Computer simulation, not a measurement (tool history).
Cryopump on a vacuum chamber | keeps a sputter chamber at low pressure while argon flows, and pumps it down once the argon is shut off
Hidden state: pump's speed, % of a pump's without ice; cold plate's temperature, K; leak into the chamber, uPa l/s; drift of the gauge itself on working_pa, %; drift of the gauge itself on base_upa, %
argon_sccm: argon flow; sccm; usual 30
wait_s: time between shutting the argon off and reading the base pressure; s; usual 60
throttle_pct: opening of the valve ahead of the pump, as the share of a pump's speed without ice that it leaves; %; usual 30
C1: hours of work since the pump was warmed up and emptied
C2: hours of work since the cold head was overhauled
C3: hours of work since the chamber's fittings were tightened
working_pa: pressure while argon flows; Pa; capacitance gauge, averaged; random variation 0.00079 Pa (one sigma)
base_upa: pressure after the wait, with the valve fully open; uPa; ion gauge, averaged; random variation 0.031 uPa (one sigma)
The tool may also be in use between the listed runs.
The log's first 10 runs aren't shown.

Run 11, hour 620.5: usual settings; C1 669; C2 669; C3 380. Result: working_pa 0.1650 Pa, base_upa 1.84 uPa.
Run 12, hour 688.5: usual settings; C1 713; C2 713; C3 424. Result: working_pa 0.1679 Pa, base_upa 1.94 uPa.
Run 13, hour 740.5: usual settings; C1 746; C2 746; C3 458. Result: working_pa 0.1685 Pa, base_upa 1.85 uPa.
Run 14, hour 783.5: usual settings; C1 774; C2 774; C3 485. Result: working_pa 0.1711 Pa, base_upa 1.96 uPa.
Run 15, hour 832.5: usual settings; C1 806; C2 806; C3 517. Result: working_pa 0.1708 Pa, base_upa 2.00 uPa.
Run 16, hour 877.6: usual settings; C1 835; C2 835; C3 546. Result: working_pa 0.1720 Pa, base_upa 1.99 uPa.
Run 17, hour 940.0: usual settings; C1 875; C2 875; C3 586. Result: working_pa 0.1748 Pa, base_upa 1.96 uPa.
Run 18, hour 980.0: usual settings; C1 901; C2 901; C3 612. Result: working_pa 0.1741 Pa, base_upa 2.04 uPa.
At hour 1063.3: pump warmed up, emptied and cooled again.
Run 19, hour 1067.6: usual settings; C1 3; C2 954; C3 665. Result: working_pa 0.1538 Pa, base_upa 1.86 uPa.
Run 20, hour 1150.9: usual settings; C1 56; C2 1007; C3 718. Result: working_pa 0.1528 Pa, base_upa 1.87 uPa.
Run 21, hour 1193.7: usual settings but argon_sccm 14 sccm, wait_s 75 s, throttle_pct 17 %; C1 84; C2 1035; C3 746. Result: working_pa 0.1274 Pa, base_upa 1.62 uPa.
Run 22, hour 1249.7: usual settings but argon_sccm 54 sccm, wait_s 24 s, throttle_pct 23 %; C1 120; C2 1071; C3 782. Result: working_pa 0.3633 Pa, base_upa 3.77 uPa.
Run 23, hour 1291.0: usual settings but argon_sccm 33 sccm, throttle_pct 15 %; C1 147; C2 1097; C3 809. Result: working_pa 0.3415 Pa, base_upa 1.91 uPa.
Run 24, hour 1327.3: usual settings but argon_sccm 24 sccm, wait_s 21 s, throttle_pct 42 %; C1 170; C2 1121; C3 832. Result: working_pa 0.0907 Pa, base_upa 4.31 uPa.

Forecast run 25:
Run 25, hour 1388.1: usual settings but argon_sccm 24 sccm, wait_s 21 s, throttle_pct 42 %; C1 209; C2 1160; C3 871. Result: working_pa ?, base_upa ?.

working_pa: 0.0915 Pa
base_upa: 4.52 uPa
Without the tool's hidden state the same run would have given working_pa 0.0875 Pa, base_upa 4.20 uPa.
